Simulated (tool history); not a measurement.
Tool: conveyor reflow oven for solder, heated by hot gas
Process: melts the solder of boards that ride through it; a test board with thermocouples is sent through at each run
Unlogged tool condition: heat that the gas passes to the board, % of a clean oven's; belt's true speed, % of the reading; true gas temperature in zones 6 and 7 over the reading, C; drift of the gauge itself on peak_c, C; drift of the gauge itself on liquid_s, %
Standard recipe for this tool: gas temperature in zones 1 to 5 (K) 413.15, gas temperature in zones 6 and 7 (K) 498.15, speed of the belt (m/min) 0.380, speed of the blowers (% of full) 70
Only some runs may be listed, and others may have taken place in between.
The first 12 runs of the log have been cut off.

| run | hour | gas temperature in zones 1 to 5 (K) | gas temperature in zones 6 and 7 (K) | speed of the belt (m/min) | speed of the blowers (% of full) | hours of work since the flux was cleaned out | hours of work since the belt drive was overhauled | hours of work since the thermocouples were changed | highest temperature of the board (K) | time above the solder's melting point (s) |
|---|---|---|---|---|---|---|---|---|---|---|
| 13 | 499.2 | 413.15 | 498.15 | 0.415 | 70 | 438 | 593 | 438 | 474.55 | 46.7 |
| 14 | 552.2 | 413.15 | 498.15 | 0.415 | 70 | 466 | 622 | 466 | 474.55 | 44.7 |
| 15 | 577.8 | 413.15 | 498.15 | 0.380 | 70 | 480 | 636 | 480 | 477.25 | 57.3 |
|  | 613.0 | flux residue cleaned out of gas plates and filters |
| 16 | 636.2 | 413.15 | 507.15 | 0.380 | 70 | 13 | 665 | 509 | 487.15 | 70.3 |
|  | 662.1 | thermocouples of zones 6 and 7 changed |
| 17 | 678.4 | 413.15 | 507.15 | 0.380 | 70 | 35 | 687 | 9 | 488.95 | 71.0 |
| 18 | 726.2 | 413.15 | 507.15 | 0.380 | 70 | 61 | 713 | 35 | 488.75 | 70.6 |
| 19 | 766.1 | 413.15 | 507.15 | 0.380 | 70 | 82 | 735 | 57 | 488.35 | 70.2 |
| 20 | 806.1 | 414.15 | 495.15 | 0.340 | 51 | 104 | 757 | 78 | 476.25 | 61.6 |

Forecast run 21:
| 21 | 850.3 | 399.15 | 512.15 | 0.340 | 70 | 128 | 781 | 102 | ? | ? |

For run 21 the tool returned highest temperature of the board (K) 493.65, time above the solder's melting point (s) 79.5.
With the hidden condition absent and the run-to-run variation left alone, this run would have shown highest temperature of the board (K) 493.45, time above the solder's melting point (s) 77.8.
